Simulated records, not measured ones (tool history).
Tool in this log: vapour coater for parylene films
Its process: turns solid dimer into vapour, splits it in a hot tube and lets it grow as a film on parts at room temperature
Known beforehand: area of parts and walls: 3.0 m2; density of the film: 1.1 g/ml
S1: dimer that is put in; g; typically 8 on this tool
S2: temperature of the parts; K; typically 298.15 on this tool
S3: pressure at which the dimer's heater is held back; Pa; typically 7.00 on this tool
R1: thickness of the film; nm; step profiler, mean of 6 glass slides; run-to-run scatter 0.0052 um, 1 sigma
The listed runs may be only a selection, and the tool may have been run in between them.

run	hour	S1	S2	S3	R1
1	0.0	8	298.15	7.00	1365
2	9.1	8	298.15	4.80	1454
3	25.3	8	298.15	4.80	1461
4	36.8	8	298.15	7.00	1364
5	46.4	8	298.15	7.00	1372
6	57.1	8	298.15	7.00	1374
7	69.7	7	298.15	7.00	1206
8	79.7	8	299.15	7.00	1329
9	98.3	8	299.15	7.00	1339
10	111.9	8	299.15	7.00	1339
11	127.2	11	299.15	7.00	1830
12	140.4	11	299.15	7.00	1840
13	150.1	11	299.15	7.00	1839
14	163.2	11	299.15	7.00	1848
15	172.3	8	310.15	7.00	949
16	184.1	8	310.15	7.00	942
17	201.8	8	310.15	7.00	941
18	214.9	8	310.15	7.00	949
19	232.1	8	298.15	7.00	1361
20	245.5	8	298.15	7.00	1368
21	263.2	8	298.15	7.00	1378
22	277.7	9	295.15	8.76	1629
23	296.0	8	298.15	7.17	1370
24	315.4	5	298.15	2.98	994
25	329.5	13	298.15	2.06	2753
26	337.8	12	299.15	8.97	1922
27	357.1	4	306.15	2.01	669
28	371.2	4	304.15	8.07	553
29	385.1	4	303.15	7.00	596
30	398.1	4	303.15	7.00	590
31	407.8	4	303.15	7.00	585
32	418.8	4	303.15	7.00	595
33	432.3	4	303.15	7.00	603
34	440.6	4	303.15	7.00	590
35	458.5	4	303.15	7.00	594
36	471.5	4	303.15	7.00	595
37	482.7	8	306.15	5.82	1118
38	496.7	8	306.15	5.82	1116
39	514.2	8	306.15	5.82	1094
40	524.0	12	306.15	2.54	1887
41	534.7	8	298.15	7.46	1344
42	552.6	8	298.15	7.46	1361

Not shown: 3 entries that the log had between the listed runs. Between which runs, and how does the tool's hidden state differ before and after?
After run 18, before run 19: gauge calibrated (hour 218.8)
  drift of the gauge itself on film_um, %: 1.97 -> 0.12
  measured less the result without the state, R1: +17 -> -1 nm
After run 26, before run 27: trap's valve overhauled (hour 344.7)
  vapour lost through the trap's worn valve, %: 0.2 -> 0; drift of the gauge itself on film_um, %: 1.09 -> 1.23
  measured less the result without the state, R1: +17 -> +8 nm
After run 38, before run 39: gauge calibrated (hour 500.2)
  drift of the gauge itself on film_um, %: 2.51 -> 0.13
  measured less the result without the state, R1: +26 -> +1 nm
